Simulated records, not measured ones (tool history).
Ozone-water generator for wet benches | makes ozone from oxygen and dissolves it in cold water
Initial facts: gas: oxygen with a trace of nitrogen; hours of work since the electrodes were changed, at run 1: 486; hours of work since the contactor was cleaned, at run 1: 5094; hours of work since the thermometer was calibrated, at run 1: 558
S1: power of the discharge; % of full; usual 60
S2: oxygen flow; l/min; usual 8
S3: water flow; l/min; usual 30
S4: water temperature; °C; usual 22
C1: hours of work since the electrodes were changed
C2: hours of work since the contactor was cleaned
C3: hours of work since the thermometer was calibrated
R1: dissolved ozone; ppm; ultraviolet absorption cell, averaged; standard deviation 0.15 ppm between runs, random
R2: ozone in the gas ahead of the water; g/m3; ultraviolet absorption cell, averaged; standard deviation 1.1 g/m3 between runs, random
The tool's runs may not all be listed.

{"run": 1, "hour": 0.0, "S1": 60, "S2": 8, "S3": 30, "S4": 22, "C1": 486, "C2": 5094, "C3": 558, "R1": 18.2, "R2": 199.9}
{"run": 2, "hour": 54.6, "S1": 60, "S2": 8, "S3": 30, "S4": 22, "C1": 532, "C2": 5140, "C3": 605, "R1": 17.9, "R2": 197.5}
{"run": 3, "hour": 102.9, "S1": 60, "S2": 8, "S3": 30, "S4": 22, "C1": 573, "C2": 5181, "C3": 646, "R1": 18, "R2": 199.4}
{"run": 4, "hour": 152.0, "S1": 60, "S2": 8, "S3": 30, "S4": 22, "C1": 615, "C2": 5223, "C3": 687, "R1": 18, "R2": 199.4}
{"run": 5, "hour": 179.4, "S1": 60, "S2": 8, "S3": 30, "S4": 22, "C1": 638, "C2": 5246, "C3": 711, "R1": 17.9, "R2": 198.4}
{"run": 6, "hour": 209.5, "S1": 60, "S2": 8, "S3": 30, "S4": 22, "C1": 663, "C2": 5272, "C3": 736, "R1": 17.9, "R2": 197.8}
{"run": 7, "hour": 261.2, "S1": 60, "S2": 8, "S3": 30, "S4": 22, "C1": 707, "C2": 5315, "C3": 780, "R1": 18, "R2": 198.9}
{"run": 8, "hour": 297.3, "S1": 60, "S2": 8, "S3": 30, "S4": 22, "C1": 738, "C2": 5346, "C3": 811, "R1": 18, "R2": 199.7}
{"run": 9, "hour": 340.2, "S1": 60, "S2": 8, "S3": 30, "S4": 22, "C1": 774, "C2": 5382, "C3": 847, "R1": 18.2, "R2": 200.7}
{"run": 10, "hour": 396.6, "S1": 60, "S2": 8, "S3": 30, "S4": 22, "C1": 822, "C2": 5430, "C3": 895, "R1": 18, "R2": 199}
{"run": 11, "hour": 446.6, "S1": 60, "S2": 8, "S3": 30, "S4": 22, "C1": 865, "C2": 5473, "C3": 937, "R1": 18.1, "R2": 197.7}
{"run": 12, "hour": 491.0, "S1": 60, "S2": 8, "S3": 22, "S4": 22, "C1": 902, "C2": 5510, "C3": 975, "R1": 22.6, "R2": 198.7}
{"hour": 542.2, "done": "contactor cleaned"}
{"run": 13, "hour": 553.9, "S1": 60, "S2": 8, "S3": 30, "S4": 22, "C1": 952, "C2": 10, "C3": 1025, "R1": 19, "R2": 196.6}
{"run": 14, "hour": 613.7, "S1": 60, "S2": 8, "S3": 30, "S4": 22, "C1": 1003, "C2": 61, "C3": 1076, "R1": 19, "R2": 196}
{"run": 15, "hour": 654.6, "S1": 60, "S2": 8, "S3": 30, "S4": 22, "C1": 1038, "C2": 95, "C3": 1110, "R1": 18.8, "R2": 198.9}
{"run": 16, "hour": 714.9, "S1": 52, "S2": 8, "S3": 30, "S4": 22, "C1": 1089, "C2": 147, "C3": 1162, "R1": 17.1, "R2": 177.4}
{"run": 17, "hour": 772.1, "S1": 60, "S2": 8, "S3": 30, "S4": 22, "C1": 1137, "C2": 195, "C3": 1210, "R1": 18.7, "R2": 197}
{"run": 18, "hour": 797.6, "S1": 63, "S2": 8, "S3": 30, "S4": 20, "C1": 1159, "C2": 217, "C3": 1232, "R1": 20.4, "R2": 207.4}
{"run": 19, "hour": 828.3, "S1": 89, "S2": 8, "S3": 23, "S4": 17, "C1": 1185, "C2": 243, "C3": 1258, "R1": 34.1, "R2": 269.2}
{"run": 20, "hour": 882.8, "S1": 89, "S2": 8, "S3": 23, "S4": 17, "C1": 1231, "C2": 289, "C3": 1304, "R1": 33.8, "R2": 270.1}
{"run": 21, "hour": 920.7, "S1": 50, "S2": 8, "S3": 23, "S4": 17, "C1": 1263, "C2": 321, "C3": 1336, "R1": 21.6, "R2": 170.7}
{"run": 22, "hour": 960.4, "S1": 50, "S2": 8, "S3": 23, "S4": 17, "C1": 1297, "C2": 355, "C3": 1370, "R1": 21.6, "R2": 172.2}
{"run": 23, "hour": 1004.5, "S1": 51, "S2": 8, "S3": 18, "S4": 22, "C1": 1335, "C2": 392, "C3": 1407, "R1": 23.5, "R2": 174.5}
{"run": 24, "hour": 1030.3, "S1": 60, "S2": 8, "S3": 30, "S4": 18, "C1": 1356, "C2": 414, "C3": 1429, "R1": 19.8, "R2": 197.1}
{"run": 25, "hour": 1090.9, "S1": 60, "S2": 5.72, "S3": 30, "S4": 19, "C1": 1408, "C2": 466, "C3": 1481, "R1": 19.4, "R2": 232.9}
{"run": 26, "hour": 1125.6, "S1": 60, "S2": 5.72, "S3": 30, "S4": 15, "C1": 1437, "C2": 495, "C3": 1510, "R1": 20, "R2": 233.7}
{"run": 27, "hour": 1176.0, "S1": 60, "S2": 5.72, "S3": 30, "S4": 15, "C1": 1480, "C2": 538, "C3": 1553, "R1": 20.3, "R2": 231.3}
{"run": 28, "hour": 1220.9, "S1": 60, "S2": 4.71, "S3": 30, "S4": 22, "C1": 1518, "C2": 576, "C3": 1591, "R1": 17.9, "R2": 255.6}
{"run": 29, "hour": 1273.2, "S1": 52, "S2": 12.66, "S3": 44, "S4": 17, "C1": 1563, "C2": 620, "C3": 1635, "R1": 13.5, "R2": 138.8}
{"run": 30, "hour": 1325.9, "S1": 52, "S2": 12.66, "S3": 44, "S4": 17, "C1": 1607, "C2": 665, "C3": 1680, "R1": 13.4, "R2": 137.3}
{"run": 31, "hour": 1375.5, "S1": 62, "S2": 12.95, "S3": 30, "S4": 25, "C1": 1649, "C2": 707, "C3": 1722, "R1": 17.3, "R2": 155.7}
{"run": 32, "hour": 1427.4, "S1": 62, "S2": 12.95, "S3": 30, "S4": 25, "C1": 1693, "C2": 751, "C3": 1766, "R1": 17.8, "R2": 158.8}
{"run": 33, "hour": 1485.5, "S1": 87, "S2": 12.95, "S3": 37, "S4": 25, "C1": 1743, "C2": 801, "C3": 1816, "R1": 20, "R2": 206.2}

Forecast each of these 4 alternatives for the next run:
{"run": "A", "hour": 1542.4, "S1": 99, "S2": 4.54, "S3": 37, "S4": 25, "C1": 1791, "C2": 849, "C3": 1864, "R1": "?", "R2": "?"}
{"run": "B", "hour": 1542.4, "S1": 59, "S2": 6.66, "S3": 28, "S4": 25, "C1": 1791, "C2": 849, "C3": 1864, "R1": "?", "R2": "?"}
{"run": "C", "hour": 1542.4, "S1": 48, "S2": 8.22, "S3": 32, "S4": 25, "C1": 1791, "C2": 849, "C3": 1864, "R1": "?", "R2": "?"}
{"run": "D", "hour": 1542.4, "S1": 60, "S2": 8, "S3": 40, "S4": 29, "C1": 1791, "C2": 849, "C3": 1864, "R1": "?", "R2": "?"}

run=A R1=20.8 R2=389.7
run=B R1=18.4 R2=211.6
run=C R1=14.3 R2=162.4
run=D R1=13.1 R2=196.1
Without the tool's unlogged condition, the same runs would have read:
run=A R1=21.9 R2=405.5
run=B R1=19.2 R2=217.4
run=C R1=14.8 R2=166
run=D R1=13.6 R2=201.5

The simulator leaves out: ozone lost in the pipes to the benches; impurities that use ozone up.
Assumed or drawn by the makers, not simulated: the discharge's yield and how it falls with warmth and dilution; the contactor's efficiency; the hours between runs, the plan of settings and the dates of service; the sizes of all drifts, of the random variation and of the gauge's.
